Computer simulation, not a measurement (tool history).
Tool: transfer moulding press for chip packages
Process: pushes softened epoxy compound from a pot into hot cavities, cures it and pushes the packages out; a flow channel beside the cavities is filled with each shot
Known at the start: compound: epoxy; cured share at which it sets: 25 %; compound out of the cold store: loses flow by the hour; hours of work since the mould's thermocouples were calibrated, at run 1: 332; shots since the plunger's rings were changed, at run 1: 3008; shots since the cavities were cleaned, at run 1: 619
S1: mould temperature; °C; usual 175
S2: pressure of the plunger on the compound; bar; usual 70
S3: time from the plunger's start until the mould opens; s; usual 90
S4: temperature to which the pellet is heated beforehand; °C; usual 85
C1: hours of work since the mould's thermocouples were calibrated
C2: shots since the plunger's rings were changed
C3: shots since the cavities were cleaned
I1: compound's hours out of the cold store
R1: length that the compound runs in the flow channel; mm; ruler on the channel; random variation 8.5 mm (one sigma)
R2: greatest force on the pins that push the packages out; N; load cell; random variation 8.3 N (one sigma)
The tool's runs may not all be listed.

run 1 hour=0 | S1=175 S2=70 S3=90 S4=85 | C1=332 C2=3008 C3=619 | I1=24.8 | R1=924 R2=568
-- hour=3.9 cavities cleaned with cleaning compound and waxed
run 2 hour=16.6 | S1=175 S2=70 S3=90 S4=85 | C1=341 C2=3200 C3=161 | I1=27.1 | R1=899 R2=662
run 3 hour=30.1 | S1=175 S2=70 S3=90 S4=85 | C1=349 C2=3373 C3=334 | I1=27.1 | R1=907 R2=641
-- hour=56 cavities cleaned with cleaning compound and waxed
run 4 hour=56 | S1=175 S2=70 S3=90 S4=85 | C1=364 C2=3683 C3=0 | I1=24 | R1=910 R2=397
run 5 hour=84.4 | S1=175 S2=70 S3=90 S4=85 | C1=381 C2=4045 C3=362 | I1=34.5 | R1=850 R2=521
-- hour=93.4 cavities cleaned with cleaning compound and waxed, once more
run 6 hour=112.1 | S1=175 S2=70 S3=90 S4=85 | C1=397 C2=4379 C3=239 | I1=23.9 | R1=886 R2=507
run 7 hour=131.8 | S1=167 S2=70 S3=90 S4=85 | C1=409 C2=4628 C3=488 | I1=33.7 | R1=854 R2=1008
-- hour=146.2 cavities cleaned with cleaning compound and waxed
run 8 hour=158.9 | S1=167 S2=70 S3=90 S4=85 | C1=424 C2=4955 C3=162 | I1=23 | R1=913 R2=860
run 9 hour=174.7 | S1=175 S2=70 S3=90 S4=77 | C1=434 C2=5156 C3=363 | I1=30.4 | R1=851 R2=565
run 10 hour=192.6 | S1=174 S2=53.7 S3=90 S4=77 | C1=445 C2=5384 C3=591 | I1=20.3 | R1=803 R2=657
-- hour=199.4 cavities cleaned with cleaning compound and waxed
run 11 hour=205.9 | S1=174 S2=53.7 S3=90 S4=77 | C1=452 C2=5534 C3=83 | I1=47.2 | R1=659 R2=450
run 12 hour=228.4 | S1=175 S2=70.3 S3=90 S4=95 | C1=465 C2=5820 C3=369 | I1=14.4 | R1=938 R2=572
-- hour=238.8 plunger's sealing rings changed
run 13 hour=247.3 | S1=175 S2=70.3 S3=90 S4=95 | C1=475 C2=108 C3=578 | I1=22.7 | R1=976 R2=597
-- hour=253.8 cavities cleaned with cleaning compound and waxed
run 14 hour=266.4 | S1=175 S2=70.3 S3=90 S4=95 | C1=486 C2=331 C3=159 | I1=34.3 | R1=907 R2=447
run 15 hour=293 | S1=177 S2=70.3 S3=102 S4=95 | C1=502 C2=670 C3=498 | I1=19.6 | R1=989 R2=443
-- hour=305.6 cavities cleaned with cleaning compound and waxed
run 16 hour=322.4 | S1=172 S2=70.3 S3=102 S4=95 | C1=519 C2=1026 C3=214 | I1=26.8 | R1=953 R2=479
run 17 hour=350.8 | S1=171 S2=70.3 S3=83 S4=95 | C1=536 C2=1387 C3=575 | I1=46.5 | R1=817 R2=837
-- hour=358.3 cavities cleaned with cleaning compound and waxed
run 18 hour=375.6 | S1=179 S2=71.6 S3=79 S4=88 | C1=550 C2=1684 C3=221 | I1=46.1 | R1=812 R2=479

Forecast each of these 3 alternatives for the next run:
run A hour=392 | S1=172 S2=67.5 S3=78 S4=85 | C1=560 C2=1893 C3=430 | I1=35.9 | R1=? R2=?
run B hour=392 | S1=174 S2=56.1 S3=79 S4=89 | C1=560 C2=1893 C3=430 | I1=30.2 | R1=? R2=?
run C hour=392 | S1=175 S2=64.1 S3=71 S4=77 | C1=560 C2=1893 C3=430 | I1=28.7 | R1=? R2=?

run=A R1=857 R2=936
run=B R1=819 R2=796
run=C R1=871 R2=988
Without the tool's hidden state the same runs would have given:
run=A R1=881 R2=563
run=B R1=843 R2=478
run=C R1=897 R2=594
